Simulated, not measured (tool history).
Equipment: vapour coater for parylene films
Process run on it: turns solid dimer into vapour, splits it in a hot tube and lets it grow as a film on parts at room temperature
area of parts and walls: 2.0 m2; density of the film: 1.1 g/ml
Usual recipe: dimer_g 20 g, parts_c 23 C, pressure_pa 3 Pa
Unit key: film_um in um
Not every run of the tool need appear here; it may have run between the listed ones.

run   hour  dimer_g  parts_c  pressure_pa  film_um
  1    0.0       20       23            3     7.04
  2   53.1       20       23            3     7.06
  3   86.9       20       23            3     6.89
  4  133.8       20       23            3     6.87
  5  165.5       20       23            3     6.72
  6  214.5       20       23            3     6.73
  7  255.8       20       23            3     6.56

Expected results for the next run?
  8  315.6       18       23            3        ?

{"run 8": {"film_um": 5.95}}
With the hidden condition absent and the run-to-run variation left alone, this run would have shown film_um 6.21 um.

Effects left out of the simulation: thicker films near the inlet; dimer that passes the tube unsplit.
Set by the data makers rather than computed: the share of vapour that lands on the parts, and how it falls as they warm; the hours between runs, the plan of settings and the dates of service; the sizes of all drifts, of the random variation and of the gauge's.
